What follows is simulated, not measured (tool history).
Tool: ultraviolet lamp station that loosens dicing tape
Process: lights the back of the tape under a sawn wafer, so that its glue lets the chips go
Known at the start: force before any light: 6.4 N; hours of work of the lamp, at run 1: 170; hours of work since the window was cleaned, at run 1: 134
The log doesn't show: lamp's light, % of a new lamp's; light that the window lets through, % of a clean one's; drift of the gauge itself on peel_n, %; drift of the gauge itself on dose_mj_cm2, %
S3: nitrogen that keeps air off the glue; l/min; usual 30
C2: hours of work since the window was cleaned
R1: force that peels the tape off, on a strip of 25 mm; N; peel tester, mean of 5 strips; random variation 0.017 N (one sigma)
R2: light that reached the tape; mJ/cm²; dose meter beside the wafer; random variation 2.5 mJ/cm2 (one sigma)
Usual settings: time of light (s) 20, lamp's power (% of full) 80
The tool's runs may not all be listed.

run 1 hour=0 | time_of_light_(s)=20 lamp's_power_(%_of_full)=80 S3=30 | hours_of_work_of_the_lamp=170 C2=134 | R1=0.911 R2=298
run 2 hour=15.3 | time_of_light_(s)=29 lamp's_power_(%_of_full)=80 S3=30 | hours_of_work_of_the_lamp=178 C2=142 | R1=0.45 R2=430
run 3 hour=31.1 | time_of_light_(s)=20 lamp's_power_(%_of_full)=80 S3=30 | hours_of_work_of_the_lamp=185 C2=149 | R1=0.88 R2=301
run 4 hour=43.7 | time_of_light_(s)=20 lamp's_power_(%_of_full)=80 S3=56 | hours_of_work_of_the_lamp=191 C2=155 | R1=0.74 R2=299
run 5 hour=73.8 | time_of_light_(s)=20 lamp's_power_(%_of_full)=80 S3=56 | hours_of_work_of_the_lamp=206 C2=170 | R1=0.728 R2=295
run 6 hour=95.5 | time_of_light_(s)=20 lamp's_power_(%_of_full)=80 S3=32 | hours_of_work_of_the_lamp=216 C2=180 | R1=0.914 R2=290
run 7 hour=125.6 | time_of_light_(s)=20 lamp's_power_(%_of_full)=80 S3=32 | hours_of_work_of_the_lamp=231 C2=195 | R1=0.908 R2=292
run 8 hour=152.6 | time_of_light_(s)=20 lamp's_power_(%_of_full)=80 S3=32 | hours_of_work_of_the_lamp=244 C2=208 | R1=0.943 R2=293
run 9 hour=176.7 | time_of_light_(s)=20 lamp's_power_(%_of_full)=80 S3=30 | hours_of_work_of_the_lamp=256 C2=220 | R1=0.952 R2=295
run 10 hour=192.8 | time_of_light_(s)=20 lamp's_power_(%_of_full)=80 S3=30 | hours_of_work_of_the_lamp=263 C2=227 | R1=0.932 R2=293
run 11 hour=211.2 | time_of_light_(s)=20 lamp's_power_(%_of_full)=80 S3=17 | hours_of_work_of_the_lamp=272 C2=236 | R1=1.208 R2=287
run 12 hour=240 | time_of_light_(s)=20 lamp's_power_(%_of_full)=80 S3=30 | hours_of_work_of_the_lamp=286 C2=250 | R1=0.906 R2=291
run 13 hour=261.9 | time_of_light_(s)=20 lamp's_power_(%_of_full)=87 S3=30 | hours_of_work_of_the_lamp=297 C2=261 | R1=0.821 R2=313
run 14 hour=284.3 | time_of_light_(s)=20 lamp's_power_(%_of_full)=87 S3=30 | hours_of_work_of_the_lamp=308 C2=272 | R1=0.827 R2=310
run 15 hour=311.2 | time_of_light_(s)=20 lamp's_power_(%_of_full)=87 S3=30 | hours_of_work_of_the_lamp=321 C2=285 | R1=0.843 R2=308
run 16 hour=326.4 | time_of_light_(s)=20 lamp's_power_(%_of_full)=87 S3=30 | hours_of_work_of_the_lamp=328 C2=292 | R1=0.817 R2=310
run 17 hour=356.1 | time_of_light_(s)=20 lamp's_power_(%_of_full)=87 S3=30 | hours_of_work_of_the_lamp=342 C2=306 | R1=0.871 R2=310
run 18 hour=379.7 | time_of_light_(s)=20 lamp's_power_(%_of_full)=87 S3=57 | hours_of_work_of_the_lamp=354 C2=318 | R1=0.698 R2=303
run 19 hour=408.7 | time_of_light_(s)=20 lamp's_power_(%_of_full)=87 S3=57 | hours_of_work_of_the_lamp=368 C2=332 | R1=0.717 R2=305
-- hour=410.8 window cleaned of glue's vapour
run 20 hour=422.2 | time_of_light_(s)=20 lamp's_power_(%_of_full)=94 S3=57 | hours_of_work_of_the_lamp=374 C2=6 | R1=0.588 R2=329
run 21 hour=435.5 | time_of_light_(s)=20 lamp's_power_(%_of_full)=80 S3=16 | hours_of_work_of_the_lamp=380 C2=12 | R1=1.331 R2=281
run 22 hour=460.3 | time_of_light_(s)=20 lamp's_power_(%_of_full)=80 S3=16 | hours_of_work_of_the_lamp=392 C2=24 | R1=1.318 R2=278
run 23 hour=477 | time_of_light_(s)=19 lamp's_power_(%_of_full)=77 S3=30 | hours_of_work_of_the_lamp=401 C2=32 | R1=1.197 R2=252
run 24 hour=493 | time_of_light_(s)=19 lamp's_power_(%_of_full)=77 S3=30 | hours_of_work_of_the_lamp=408 C2=40 | R1=1.192 R2=253
run 25 hour=512.5 | time_of_light_(s)=13 lamp's_power_(%_of_full)=89 S3=11 | hours_of_work_of_the_lamp=418 C2=49 | R1=2.313 R2=196
run 26 hour=533.9 | time_of_light_(s)=13 lamp's_power_(%_of_full)=89 S3=11 | hours_of_work_of_the_lamp=428 C2=60 | R1=2.263 R2=200
run 27 hour=554.5 | time_of_light_(s)=13 lamp's_power_(%_of_full)=89 S3=11 | hours_of_work_of_the_lamp=438 C2=69 | R1=2.314 R2=197
-- hour=571.8 window cleaned of glue's vapour, once more
run 28 hour=571.8 | time_of_light_(s)=19 lamp's_power_(%_of_full)=76 S3=30 | hours_of_work_of_the_lamp=446 C2=0 | R1=1.223 R2=255
run 29 hour=589.1 | time_of_light_(s)=25 lamp's_power_(%_of_full)=69 S3=51 | hours_of_work_of_the_lamp=455 C2=8 | R1=0.707 R2=308
run 30 hour=611.8 | time_of_light_(s)=11 lamp's_power_(%_of_full)=69 S3=10 | hours_of_work_of_the_lamp=466 C2=19 | R1=3.173 R2=133
run 31 hour=639 | time_of_light_(s)=14 lamp's_power_(%_of_full)=97 S3=20 | hours_of_work_of_the_lamp=479 C2=33 | R1=1.516 R2=245
run 32 hour=653.5 | time_of_light_(s)=14 lamp's_power_(%_of_full)=65 S3=20 | hours_of_work_of_the_lamp=486 C2=40 | R1=2.443 R2=162
run 33 hour=680.8 | time_of_light_(s)=24 lamp's_power_(%_of_full)=66 S3=48 | hours_of_work_of_the_lamp=499 C2=53 | R1=0.89 R2=277
run 34 hour=701 | time_of_light_(s)=24 lamp's_power_(%_of_full)=66 S3=48 | hours_of_work_of_the_lamp=509 C2=62 | R1=0.886 R2=275
run 35 hour=727.6 | time_of_light_(s)=24 lamp's_power_(%_of_full)=66 S3=22 | hours_of_work_of_the_lamp=521 C2=75 | R1=1.163 R2=277
run 36 hour=757.1 | time_of_light_(s)=20 lamp's_power_(%_of_full)=72 S3=11 | hours_of_work_of_the_lamp=536 C2=90 | R1=1.684 R2=252
run 37 hour=785.6 | time_of_light_(s)=17 lamp's_power_(%_of_full)=90 S3=30 | hours_of_work_of_the_lamp=550 C2=103 | R1=1.142 R2=264
run 38 hour=806.2 | time_of_light_(s)=16 lamp's_power_(%_of_full)=66 S3=23 | hours_of_work_of_the_lamp=560 C2=113 | R1=1.962 R2=186
run 39 hour=825.9 | time_of_light_(s)=20 lamp's_power_(%_of_full)=85 S3=20 | hours_of_work_of_the_lamp=569 C2=123 | R1=1.102 R2=292
run 40 hour=841.3 | time_of_light_(s)=20 lamp's_power_(%_of_full)=85 S3=20 | hours_of_work_of_the_lamp=576 C2=130 | R1=1.133 R2=293
run 41 hour=854.4 | time_of_light_(s)=24 lamp's_power_(%_of_full)=70 S3=11 | hours_of_work_of_the_lamp=583 C2=137 | R1=1.486 R2=288
run 42 hour=877.8 | time_of_light_(s)=38 lamp's_power_(%_of_full)=79 S3=15 | hours_of_work_of_the_lamp=594 C2=148 | R1=0.446 R2=512
run 43 hour=892.5 | time_of_light_(s)=38 lamp's_power_(%_of_full)=81 S3=15 | hours_of_work_of_the_lamp=601 C2=155 | R1=0.41 R2=522

Hidden state or all else? Some run-to-run changes of R1, split into what the settings, what came in and random variation would give without the hidden state, and what is left for the hidden state (with any gauge scatter that isn't in both results):
Run 20 -> 21: lamp's power (% of full) 94 -> 80, S3 57 -> 16. R1 +0.743 N: hidden state +0.11, all else +0.633.
Run 27 -> 28: time of light (s) 13 -> 19, lamp's power (% of full) 89 -> 76, S3 11 -> 30, window cleaned of glue's vapour, once more. R1 -1.091 N: hidden state -0.15, all else -0.941.
Run 29 -> 30: time of light (s) 25 -> 11, S3 51 -> 10. R1 +2.466 N: hidden state +0.103, all else +2.363.
Run 30 -> 31: time of light (s) 11 -> 14, lamp's power (% of full) 69 -> 97, S3 10 -> 20. R1 -1.657 N: hidden state -0.006, all else -1.651.
Run 32 -> 33: time of light (s) 14 -> 24, lamp's power (% of full) 65 -> 66, S3 20 -> 48. R1 -1.553 N: hidden state -0.091, all else -1.462.
Run 41 -> 42: time of light (s) 24 -> 38, lamp's power (% of full) 70 -> 79, S3 11 -> 15. R1 -1.04 N: hidden state -0.173, all else -0.867.

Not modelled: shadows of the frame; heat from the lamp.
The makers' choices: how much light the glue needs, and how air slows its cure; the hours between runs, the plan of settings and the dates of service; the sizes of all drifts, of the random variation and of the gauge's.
